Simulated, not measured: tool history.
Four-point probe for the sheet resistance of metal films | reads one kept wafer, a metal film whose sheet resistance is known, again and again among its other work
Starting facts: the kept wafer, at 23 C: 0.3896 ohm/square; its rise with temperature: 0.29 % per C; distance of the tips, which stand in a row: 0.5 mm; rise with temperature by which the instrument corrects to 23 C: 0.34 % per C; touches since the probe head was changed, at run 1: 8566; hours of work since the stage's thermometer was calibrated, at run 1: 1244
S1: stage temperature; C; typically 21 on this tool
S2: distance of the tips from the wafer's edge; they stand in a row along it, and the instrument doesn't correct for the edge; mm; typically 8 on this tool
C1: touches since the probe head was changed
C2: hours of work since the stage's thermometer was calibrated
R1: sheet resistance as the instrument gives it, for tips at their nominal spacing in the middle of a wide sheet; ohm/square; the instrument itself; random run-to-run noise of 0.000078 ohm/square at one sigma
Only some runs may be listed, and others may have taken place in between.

run	hour	S1	S2	C1	C2	R1
1	0.0	21	8	8566	1244	0.391352
2	13.3	18	8	9025	1250	0.391668
3	29.2	18	8	9571	1256	0.391639
4	42.8	21	8	10040	1262	0.391278
5	56.6	21	11	10517	1267	0.390860
6	81.5	21	11	11374	1277	0.390784
7	96.2	30	11	11881	1283	0.389366
8	118.7	18	11	12656	1293	0.391276
9	142.3	18	11	13470	1302	0.391091
10	155.6	21	8	13927	1308	0.391220
11	177.1	21	8	14667	1316	0.391060
12	192.6	21	8	15201	1323	0.391158
13	218.1	21	8	16081	1333	0.391151
14	243.3	21	8	16947	1343	0.391005
15	264.5	21	54	17679	1352	0.390150
16	277.2	21	54	18116	1357	0.390243
17	293.9	21	54	18690	1364	0.390278
18	314.5	21	54	19399	1372	0.390193
19	331.5	21	8	19986	1379	0.391014
20	346.3	19	8	20497	1385	0.391437
21	359.7	19	3	20957	1391	0.396306
22	377.7	21	48	21578	1398	0.390282
23	406.4	21	48	22565	1410	0.390079
24	419.6	21	23	23022	1415	0.390158
25	436.2	21	23	23594	1422	0.390293
26	454.8	18	3	24235	1430	0.396312
27	475.7	20	5	24953	1438	0.392317
28	495.8	20	5	25646	1446	0.392559
29	508.8	21	14	26094	1452	0.390452
# hour 511.3: stage's thermometer calibrated
30	537.8	22	9	27076	11	0.390272
31	555.5	34	41	27687	18	0.387547
32	571.4	34	41	28233	25	0.387718
33	598.4	34	41	29164	36	0.387543
34	623.9	26	22	30043	46	0.388968
35	651.5	26	22	30993	57	0.388770
# hour 654.2: stage's thermometer calibrated, once more
36	680.5	28	8	31974	11	0.390291
37	697.6	27	26	32564	18	0.389669
38	717.2	27	26	33238	26	0.389694
39	729.0	27	26	33645	30	0.389707
40	753.3	27	26	34484	40	0.389647
41	776.1	27	26	35267	50	0.389568
42	804.4	29	9	36242	61	0.390011
43	832.6	30	6	37214	73	0.390521
44	852.5	30	42	37900	81	0.389100
45	871.8	24	4	38564	89	0.393067

Measured less the same run without the tool's hidden state. The same run-to-run variation is in both; the gauge's scatter may not be:
What the log doesn't record here: inner tips' distance over the nominal, %; tips' flats over new ones', %; wafer's true temperature over the reading, C; drift of the gauge itself on sheet_ohm, %.
run	R1
1	+0.000459
2	+0.000446
3	+0.000437
4	+0.000434
5	+0.000425
6	+0.000411
7	+0.000416
8	+0.000386
9	+0.000371
10	+0.000369
11	+0.000356
12	+0.000347
13	+0.000330
14	+0.000316
15	+0.000303
16	+0.000295
17	+0.000286
18	+0.000274
19	+0.000266
20	+0.000254
21	+0.000247
22	+0.000237
23	+0.000221
24	+0.000212
25	+0.000202
26	+0.000188
27	+0.000179
28	+0.000167
29	+0.000161
30	-0.000289
31	-0.000259
32	-0.000268
33	-0.000285
34	-0.000327
35	-0.000343
36	+0.000656
37	+0.000645
38	+0.000633
39	+0.000626
40	+0.000613
41	+0.000599
42	+0.000583
43	+0.000568
44	+0.000556
45	+0.000548
